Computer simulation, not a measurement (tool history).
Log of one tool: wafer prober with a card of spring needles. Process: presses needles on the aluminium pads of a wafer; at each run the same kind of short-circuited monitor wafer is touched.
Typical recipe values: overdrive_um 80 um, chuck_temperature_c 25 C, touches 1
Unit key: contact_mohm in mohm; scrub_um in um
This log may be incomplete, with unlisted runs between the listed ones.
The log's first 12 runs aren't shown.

| run | hour | overdrive_um | chuck_temperature_c | touches | touches since the tips were cleaned | cleanings since the card got new needles | touches since the first contact's height was set | contact_mohm | scrub_um |
|---|---|---|---|---|---|---|---|---|---|
|  | 272.6 | tips cleaned on abrasive film |
|  | 284.8 | tips cleaned on abrasive film |
|  | 287.9 | height of the first contact set anew, once more |
| 13 | 287.9 | 80 | 25 | 1 | 1336 | 97 | 0 | 167 | 10.55 |
|  | 298.4 | tips cleaned on abrasive film |
|  | 311.9 | tips cleaned on abrasive film |
| 14 | 318.4 | 80 | 25 | 1 | 3074 | 99 | 14244 | 189 | 10.54 |
|  | 324 | tips cleaned on abrasive film |
|  | 336.7 | tips cleaned on abrasive film |
| 15 | 337.8 | 80 | 25 | 1 | 554 | 101 | 23275 | 151 | 10.52 |
|  | 349.6 | tips cleaned on abrasive film |
|  | 361.1 | tips cleaned on abrasive film |
| 16 | 368.8 | 80 | 70 | 1 | 3635 | 103 | 37757 | 191 | 10.49 |
|  | 373 | tips cleaned on abrasive film |
|  | 385.5 | tips cleaned on abrasive film |
|  | 398.1 | tips cleaned on abrasive film |
| 17 | 399.6 | 80 | 70 | 1 | 698 | 106 | 52100 | 159 | 10.49 |
|  | 411.8 | tips cleaned on abrasive film |
| 18 | 414.3 | 80 | 70 | 1 | 1141 | 107 | 58935 | 166 | 10.47 |
|  | 425.1 | tips cleaned on abrasive film |
|  | 438.3 | tips cleaned on abrasive film |
| 19 | 443.9 | 80 | 70 | 1 | 2603 | 109 | 72755 | 186 | 10.47 |
|  | 450.7 | tips cleaned on abrasive film |
|  | 462.9 | tips cleaned on abrasive film |
|  | 475.7 | tips cleaned on abrasive film |
| 20 | 476.7 | 75 | 26 | 3 | 486 | 112 | 88080 | 146 | 9.8 |
|  | 488.8 | tips cleaned on abrasive film |
| 21 | 490.4 | 75 | 26 | 3 | 752 | 113 | 94461 | 149 | 9.79 |
|  | 501.9 | tips cleaned on abrasive film |
| 22 | 509.2 | 80 | 74 | 2 | 3439 | 114 | 103254 | 175 | 10.46 |
|  | 515 | tips cleaned on abrasive film |
|  | 527.7 | tips cleaned on abrasive film |
| 23 | 534.1 | 80 | 74 | 2 | 3010 | 116 | 114879 | 173 | 10.43 |
|  | 539.7 | tips cleaned on abrasive film |
|  | 552 | tips cleaned on abrasive film |
|  | 564.7 | tips cleaned on abrasive film |
| 24 | 564.7 | 68 | 112 | 3 | 0 | 119 | 129119 | 154 | 8.85 |
|  | 577.3 | tips cleaned on abrasive film |
|  | 590.2 | tips cleaned on abrasive film |
| 25 | 596.4 | 80 | 46 | 2 | 2924 | 121 | 143922 | 167 | 10.41 |
|  | 601.7 | tips cleaned on abrasive film |
|  | 614.1 | tips cleaned on abrasive film |
| 26 | 623.7 | 74 | 85 | 1 | 4517 | 123 | 156685 | 214 | 9.6 |
|  | 626.6 | tips cleaned on abrasive film |
| 27 | 637.9 | 74 | 85 | 2 | 5324 | 124 | 163290 | 188 | 9.58 |
|  | 640.1 | tips cleaned on abrasive film |
|  | 652 | tips cleaned on abrasive film |
| 28 | 652 | 74 | 34 | 1 | 0 | 126 | 169851 | 151 | 9.6 |
|  | 665.7 | tips cleaned on abrasive film |
| 29 | 671.7 | 74 | 34 | 1 | 2842 | 127 | 179065 | 192 | 9.57 |
|  | 678.9 | tips cleaned on abrasive film |
|  | 690.9 | tips cleaned on abrasive film |
| 30 | 690.9 | 100 | 25 | 1 | 0 | 129 | 188014 | 142 | 12.98 |

Here are 4 independent what-if runs from the current tool condition. What would each one return?
|  | 702.7 | tips cleaned on abrasive film |
| A | 709.2 | 71 | 50 | 1 | 3056 | 130 | 196566 | ? | ? |
|  | 702.7 | tips cleaned on abrasive film |
| B | 709.2 | 100 | 34 | 2 | 3056 | 130 | 196566 | ? | ? |
|  | 702.7 | tips cleaned on abrasive film |
| C | 709.2 | 72 | 25 | 1 | 3056 | 130 | 196566 | ? | ? |
|  | 702.7 | tips cleaned on abrasive film |
| D | 709.2 | 61 | 25 | 2 | 3056 | 130 | 196566 | ? | ? |

| run | contact_mohm | scrub_um |
|---|---|---|
| A | 199 | 9.16 |
| B | 159 | 12.99 |
| C | 196 | 9.27 |
| D | 186 | 7.82 |
Stripped of hidden state, with their random variation kept, the same runs would have yielded:
| run | contact_mohm | scrub_um |
|---|---|---|
| A | 140 | 9.36 |
| B | 137 | 13.19 |
| C | 138 | 9.47 |
| D | 139 | 8.03 |
